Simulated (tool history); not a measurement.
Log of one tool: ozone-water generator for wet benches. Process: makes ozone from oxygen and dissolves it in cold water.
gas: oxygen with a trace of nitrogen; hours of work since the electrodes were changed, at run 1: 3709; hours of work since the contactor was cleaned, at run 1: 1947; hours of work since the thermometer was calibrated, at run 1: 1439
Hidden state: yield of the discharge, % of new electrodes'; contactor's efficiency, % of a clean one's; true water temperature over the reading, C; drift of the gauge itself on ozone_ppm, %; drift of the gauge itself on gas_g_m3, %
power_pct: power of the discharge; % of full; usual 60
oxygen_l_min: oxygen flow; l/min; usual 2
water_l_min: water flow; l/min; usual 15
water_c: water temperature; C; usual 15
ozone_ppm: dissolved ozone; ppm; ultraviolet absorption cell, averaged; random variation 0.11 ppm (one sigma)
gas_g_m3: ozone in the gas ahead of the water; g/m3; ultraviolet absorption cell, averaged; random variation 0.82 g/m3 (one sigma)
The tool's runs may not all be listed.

| run | hour | power_pct | oxygen_l_min | water_l_min | water_c | hours of work since the electrodes were changed | hours of work since the contactor was cleaned | hours of work since the thermometer was calibrated | ozone_ppm | gas_g_m3 |
|---|---|---|---|---|---|---|---|---|---|---|
| 1 | 0 | 60 | 2 | 15 | 15 | 3709 | 1947 | 1439 | 7.6 | 122.2 |
| 2 | 212 | 60 | 2 | 15 | 15 | 3884 | 2121 | 1614 | 7.7 | 122.3 |
| 3 | 414 | 60 | 2 | 15 | 15 | 4050 | 2288 | 1780 | 7.3 | 123.4 |
| 4 | 593 | 60 | 2 | 15 | 21 | 4197 | 2435 | 1927 | 7 | 122.1 |
| 5 | 793.1 | 60 | 2 | 15 | 21 | 4362 | 2600 | 2092 | 6.9 | 121.3 |
| 6 | 965.6 | 60 | 2 | 15 | 21 | 4504 | 2741 | 2234 | 7 | 123.1 |
| 7 | 1085.6 | 60 | 2 | 15 | 21 | 4603 | 2840 | 2333 | 7 | 122.7 |
| 8 | 1194 | 60 | 2 | 15 | 21 | 4692 | 2929 | 2422 | 7 | 123.4 |
| 9 | 1369.6 | 60 | 2 | 15 | 21 | 4836 | 3074 | 2566 | 6.9 | 121.7 |
| 10 | 1547.4 | 60 | 2 | 15 | 21 | 4983 | 3220 | 2713 | 7 | 122.8 |
| 11 | 1669.1 | 60 | 2 | 15 | 21 | 5083 | 3320 | 2813 | 6.9 | 121.7 |
|  | 1802.7 | water thermometer calibrated |
| 12 | 1881.2 | 60 | 2 | 15 | 14 | 5257 | 3494 | 65 | 7.4 | 121.8 |
| 13 | 2072.9 | 60 | 2 | 9 | 15 | 5415 | 3652 | 222 | 12.1 | 119.9 |
| 14 | 2231.9 | 60 | 2 | 9 | 15 | 5545 | 3783 | 353 | 11.9 | 121 |
| 15 | 2361.3 | 60 | 2 | 9 | 15 | 5652 | 3889 | 460 | 12 | 121.8 |

The next listed run, before its measurement:
| 16 | 2483.1 | 60 | 1.08 | 13 | 12 | 5752 | 3990 | 560 | ? | ? |

Run 16 gave ozone_ppm 6.2 ppm, gas_g_m3 147 g/m3.
Without the tool's hidden state the same run would have given ozone_ppm 6.8 ppm, gas_g_m3 156.8 g/m3.
